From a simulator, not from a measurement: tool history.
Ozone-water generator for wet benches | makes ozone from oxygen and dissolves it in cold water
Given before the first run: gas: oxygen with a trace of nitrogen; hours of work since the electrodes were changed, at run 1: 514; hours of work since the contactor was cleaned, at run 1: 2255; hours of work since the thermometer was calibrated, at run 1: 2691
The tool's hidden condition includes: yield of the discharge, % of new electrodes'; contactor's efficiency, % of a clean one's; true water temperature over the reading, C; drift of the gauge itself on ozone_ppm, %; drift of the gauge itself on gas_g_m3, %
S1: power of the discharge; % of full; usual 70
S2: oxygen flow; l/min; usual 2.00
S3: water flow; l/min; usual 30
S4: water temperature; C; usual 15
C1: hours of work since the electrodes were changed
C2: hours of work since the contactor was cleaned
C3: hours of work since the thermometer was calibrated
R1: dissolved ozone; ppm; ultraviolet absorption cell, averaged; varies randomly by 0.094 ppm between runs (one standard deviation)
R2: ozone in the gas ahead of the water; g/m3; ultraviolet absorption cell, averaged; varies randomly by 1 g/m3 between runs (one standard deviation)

run,hour,S1,S2,S3,S4,C1,C2,C3,R1,R2
1,0.0,70,2.00,30,15,514,2255,2691,5.81,171.8
2,28.4,70,2.00,30,15,533,2274,2709,5.88,173.3
3,59.1,70,2.00,30,15,553,2294,2729,5.85,171.7
4,99.9,70,2.00,30,15,580,2321,2756,5.68,173.6
5,119.1,70,2.00,30,15,593,2334,2769,5.66,172.9
6,138.9,70,2.00,30,15,606,2347,2782,5.79,173.2
7,178.7,70,2.00,30,15,632,2373,2808,5.66,172.3
8,211.9,70,2.00,30,15,654,2395,2830,5.60,172.4
9,236.5,70,3.32,30,15,670,2411,2846,6.34,128.4
10,257.9,70,3.32,30,15,684,2425,2860,6.41,128.6
11,292.5,48,2.32,25,12,707,2448,2883,5.86,124.4
12,314.1,72,2.00,22,15,721,2462,2897,8.32,174.1
13,347.0,90,2.30,45,10,742,2483,2919,4.23,187.0
14,386.0,96,2.30,31,22,768,2509,2944,6.73,196.4
15,424.8,70,1.15,19,11,793,2534,2970,8.64,236.9

Here are 4 independent what-if runs from the current tool condition. What would each one return?
A,447.1,70,2.31,30,8,808,2549,2984,?,?
B,447.1,87,3.08,19,11,808,2549,2984,?,?
C,447.1,70,1.15,19,19,808,2549,2984,?,?
D,447.1,78,2.00,30,8,808,2549,2984,?,?

run,R1,R2
A,5.99,159.0
B,12.56,152.5
C,8.26,236.9
D,6.36,184.4
Without the tool's hidden state the same runs would have given:
run,R1,R2
A,6.40,161.3
B,13.33,155.0
C,8.75,240.2
D,6.79,187.3

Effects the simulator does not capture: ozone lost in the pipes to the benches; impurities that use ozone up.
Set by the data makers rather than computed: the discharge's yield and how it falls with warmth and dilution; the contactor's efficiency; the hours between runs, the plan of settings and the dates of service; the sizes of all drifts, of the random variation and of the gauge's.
